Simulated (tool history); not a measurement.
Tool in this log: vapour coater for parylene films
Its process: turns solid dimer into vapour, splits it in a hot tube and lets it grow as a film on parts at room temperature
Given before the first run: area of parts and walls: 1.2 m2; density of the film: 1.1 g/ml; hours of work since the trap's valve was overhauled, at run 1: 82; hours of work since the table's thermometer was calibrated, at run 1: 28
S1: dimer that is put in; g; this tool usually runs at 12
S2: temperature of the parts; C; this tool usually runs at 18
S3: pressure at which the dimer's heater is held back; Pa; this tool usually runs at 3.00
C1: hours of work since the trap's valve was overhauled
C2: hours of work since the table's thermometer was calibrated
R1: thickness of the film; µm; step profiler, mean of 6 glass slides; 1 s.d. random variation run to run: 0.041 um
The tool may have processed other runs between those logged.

run    hour  S1  S2     S3   C1   C2     R1
  1     0.0  12  18   3.00   82   28   7.97
  2    27.9   8  18   3.00   97   44   5.31
  3    51.0   8  18   3.00  110   56   5.28
  4    76.1   8  18   3.00  124   70   5.31
  5    93.4   8  18   3.00  133   80   5.28
  6   116.6   8  18   3.00  146   93   5.27
  7   136.4  12  18   3.00  157  104   7.83
  8   165.2  12  18   3.00  173  120   7.90
  9   182.5  12  18   7.86  183  129   6.36
 10   199.0  12  18   3.00  192  138   7.80
 11   216.1  12  18   3.00  201  148   7.82
 12   250.5  12  18   5.39  220  167   6.85
 13   280.0  12  18   5.39  237  183   6.81
 14   317.8  12  18   5.39  257  204   6.87
 15   346.0  12  18   5.39  273  220   6.81
 16   367.4  12  26   3.00  285  232   6.08
 17   395.9  12  26   3.00  301  247   6.06
 18   421.0  12  18   3.00  314  261   7.73
 19   439.4  12  18   3.00  325  271   7.64
      442.1  -- table's thermometer calibrated
 20   470.2  12  18   3.45  341   16   7.39
 21   486.4  12  18   3.45  350   25   7.46
 22   511.1  12  18   3.45  364   38   7.35
 23   539.3  12  18   3.45  379   54   7.33
 24   572.2  12  18   3.45  398   72   7.33
 25   608.7   7  21   4.43  418   92   3.68
 26   648.8  16  25   5.92  440  114   7.01
      660.5  -- table's thermometer calibrated, once more
 27   666.5  11  11   7.25  449    3   6.85
      701.6  -- trap's valve overhauled
 28   710.6  11  11   7.25    5   25   7.43
 29   745.3  11  11   7.25   24   45   7.54
 30   771.0  15  18   2.50   38   59  10.46
 31   799.4  11  11   2.32   54   75   8.13
 32   820.5  12  18   2.18   66   86   8.64
 33   847.2   8  18   4.21   81  101   4.98
 34   870.5   8  26   7.75   93  114   3.43
 35   890.4   8  26   7.75  104  125   3.37
 36   917.8   8  26   7.75  120  140   3.42
 37   957.9  19  11   4.74  142  162  13.68
 38   990.6  19  11   4.74  160  180  13.54
 39  1023.0  10  10   9.68  178  198   6.45
 40  1056.2  19  18   6.57  196  217  10.32
 41  1086.0  19  18   6.57  213  233  10.39
 42  1124.6  12  21  11.57  234  255   5.31
 43  1164.1  12  21  11.57  256  276   5.34
 44  1188.3  10  28   6.40  269  290   4.01
 45  1222.9  15  28   2.97  289  309   7.30
 46  1262.1   8  28   4.61  310  331   3.44
 47  1298.0   6  18   9.59  330  351   2.96
 48  1319.8   6  18   9.59  342  363   2.97

For some of the steps in R1 from one run to the next: how much would appear even if the tool had no hidden state, given the settings, what came in and random variation, and how much remains for the hidden state plus any gauge scatter that the measured result and the result without hidden state don't share?
The tool's hidden condition here consists of: vapour lost through the trap's worn valve, %; true temperature of the parts over the reading, C; drift of the gauge itself on film_um, %.
Run 25 -> 26: S1 7 -> 16, S2 21 -> 25, S3 4.43 -> 5.92. R1 +3.33 µm: hidden state -0.29, all else +3.62.
Run 27 -> 28: trap's valve overhauled. R1 +0.58 µm: hidden state +0.59, all else -0.01.
Run 36 -> 37: S1 8 -> 19, S2 26 -> 11, S3 7.75 -> 4.74. R1 +10.26 µm: hidden state -0.33, all else +10.59.
Run 38 -> 39: S1 19 -> 10, S2 11 -> 10, S3 4.74 -> 9.68. R1 -7.09 µm: hidden state +0.25, all else -7.34.
Run 41 -> 42: S1 19 -> 12, S2 18 -> 21, S3 6.57 -> 11.57. R1 -5.08 µm: hidden state +0.18, all else -5.26.

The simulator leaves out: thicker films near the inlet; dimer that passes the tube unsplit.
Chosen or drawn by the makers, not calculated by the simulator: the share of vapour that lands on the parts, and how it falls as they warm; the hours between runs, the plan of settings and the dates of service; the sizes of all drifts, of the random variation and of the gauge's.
